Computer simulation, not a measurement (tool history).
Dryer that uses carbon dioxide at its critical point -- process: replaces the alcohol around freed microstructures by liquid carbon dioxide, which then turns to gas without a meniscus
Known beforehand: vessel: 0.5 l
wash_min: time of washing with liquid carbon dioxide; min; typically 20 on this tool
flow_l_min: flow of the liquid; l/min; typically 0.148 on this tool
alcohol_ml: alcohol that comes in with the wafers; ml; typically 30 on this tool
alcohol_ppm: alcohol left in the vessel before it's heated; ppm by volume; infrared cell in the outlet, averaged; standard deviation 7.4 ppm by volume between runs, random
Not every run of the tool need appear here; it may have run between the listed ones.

{"run": 1, "day": 0.0, "wash_min": 20, "flow_l_min": 0.148, "alcohol_ml": 30, "alcohol_ppm": 475}
{"run": 2, "day": 0.896, "wash_min": 14, "flow_l_min": 0.148, "alcohol_ml": 30, "alcohol_ppm": 1919}
{"run": 3, "day": 1.783, "wash_min": 20, "flow_l_min": 0.148, "alcohol_ml": 30, "alcohol_ppm": 486}
{"run": 4, "day": 3.662, "wash_min": 20, "flow_l_min": 0.148, "alcohol_ml": 30, "alcohol_ppm": 495}
{"run": 5, "day": 5.254, "wash_min": 20, "flow_l_min": 0.148, "alcohol_ml": 30, "alcohol_ppm": 511}
{"run": 6, "day": 6.604, "wash_min": 20, "flow_l_min": 0.095, "alcohol_ml": 30, "alcohol_ppm": 2476}
{"run": 7, "day": 7.862, "wash_min": 23, "flow_l_min": 0.095, "alcohol_ml": 30, "alcohol_ppm": 1619}
{"run": 8, "day": 9.05, "wash_min": 20, "flow_l_min": 0.148, "alcohol_ml": 37, "alcohol_ppm": 615}
{"run": 9, "day": 10.688, "wash_min": 17, "flow_l_min": 0.148, "alcohol_ml": 30, "alcohol_ppm": 1016}
{"run": 10, "day": 11.929, "wash_min": 17, "flow_l_min": 0.148, "alcohol_ml": 30, "alcohol_ppm": 999}
{"run": 11, "day": 13.55, "wash_min": 17, "flow_l_min": 0.148, "alcohol_ml": 30, "alcohol_ppm": 997}
{"run": 12, "day": 15.433, "wash_min": 20, "flow_l_min": 0.138, "alcohol_ml": 30, "alcohol_ppm": 719}
{"run": 13, "day": 17.338, "wash_min": 20, "flow_l_min": 0.148, "alcohol_ml": 36, "alcohol_ppm": 665}
{"run": 14, "day": 18.875, "wash_min": 20, "flow_l_min": 0.148, "alcohol_ml": 109, "alcohol_ppm": 1779}
{"run": 15, "day": 20.412, "wash_min": 20, "flow_l_min": 0.148, "alcohol_ml": 109, "alcohol_ppm": 1763}
{"run": 16, "day": 22.179, "wash_min": 20, "flow_l_min": 0.148, "alcohol_ml": 30, "alcohol_ppm": 565}
{"day": 23.467, "done": "inlet filter changed"}
{"run": 17, "day": 24.046, "wash_min": 20, "flow_l_min": 0.148, "alcohol_ml": 30, "alcohol_ppm": 488}
{"run": 18, "day": 25.425, "wash_min": 28, "flow_l_min": 0.193, "alcohol_ml": 93, "alcohol_ppm": 132}
{"run": 19, "day": 27.304, "wash_min": 24, "flow_l_min": 0.193, "alcohol_ml": 35, "alcohol_ppm": 150}
{"run": 20, "day": 28.296, "wash_min": 24, "flow_l_min": 0.193, "alcohol_ml": 35, "alcohol_ppm": 157}
{"run": 21, "day": 29.638, "wash_min": 15, "flow_l_min": 0.152, "alcohol_ml": 30, "alcohol_ppm": 1352}
{"run": 22, "day": 30.646, "wash_min": 22, "flow_l_min": 0.093, "alcohol_ml": 35, "alcohol_ppm": 2207}
{"run": 23, "day": 31.517, "wash_min": 20, "flow_l_min": 0.198, "alcohol_ml": 30, "alcohol_ppm": 201}
{"run": 24, "day": 32.9, "wash_min": 20, "flow_l_min": 0.198, "alcohol_ml": 30, "alcohol_ppm": 203}
{"run": 25, "day": 34.471, "wash_min": 20, "flow_l_min": 0.097, "alcohol_ml": 30, "alcohol_ppm": 2413}
{"run": 26, "day": 35.371, "wash_min": 21, "flow_l_min": 0.097, "alcohol_ml": 65, "alcohol_ppm": 4180}
{"day": 36.25, "done": "purifier's bed changed"}
{"run": 27, "day": 36.971, "wash_min": 26, "flow_l_min": 0.097, "alcohol_ml": 85, "alcohol_ppm": 2332}
{"run": 28, "day": 38.5, "wash_min": 26, "flow_l_min": 0.097, "alcohol_ml": 85, "alcohol_ppm": 2437}
{"run": 29, "day": 40.238, "wash_min": 15, "flow_l_min": 0.187, "alcohol_ml": 54, "alcohol_ppm": 990}
{"run": 30, "day": 41.254, "wash_min": 16, "flow_l_min": 0.172, "alcohol_ml": 98, "alcohol_ppm": 2032}
{"run": 31, "day": 42.917, "wash_min": 31, "flow_l_min": 0.148, "alcohol_ml": 22, "alcohol_ppm": 25}
{"run": 32, "day": 43.954, "wash_min": 31, "flow_l_min": 0.148, "alcohol_ml": 36, "alcohol_ppm": 40}
{"run": 33, "day": 45.262, "wash_min": 29, "flow_l_min": 0.148, "alcohol_ml": 33, "alcohol_ppm": 72}
{"run": 34, "day": 47.008, "wash_min": 13, "flow_l_min": 0.174, "alcohol_ml": 22, "alcohol_ppm": 1077}

Predict each of these 3 candidate next runs independently; none follows another, all start after run 34:
{"run": "A", "day": 48.362, "wash_min": 21, "flow_l_min": 0.129, "alcohol_ml": 69, "alcohol_ppm": "?"}
{"run": "B", "day": 48.362, "wash_min": 17, "flow_l_min": 0.174, "alcohol_ml": 22, "alcohol_ppm": "?"}
{"run": "C", "day": 48.362, "wash_min": 14, "flow_l_min": 0.161, "alcohol_ml": 28, "alcohol_ppm": "?"}

run=A alcohol_ppm=1584
run=B alcohol_ppm=369
run=C alcohol_ppm=1387
Had the tool no hidden state, the same runs would have come out as:
run=A alcohol_ppm=1295
run=B alcohol_ppm=287
run=C alcohol_ppm=1170

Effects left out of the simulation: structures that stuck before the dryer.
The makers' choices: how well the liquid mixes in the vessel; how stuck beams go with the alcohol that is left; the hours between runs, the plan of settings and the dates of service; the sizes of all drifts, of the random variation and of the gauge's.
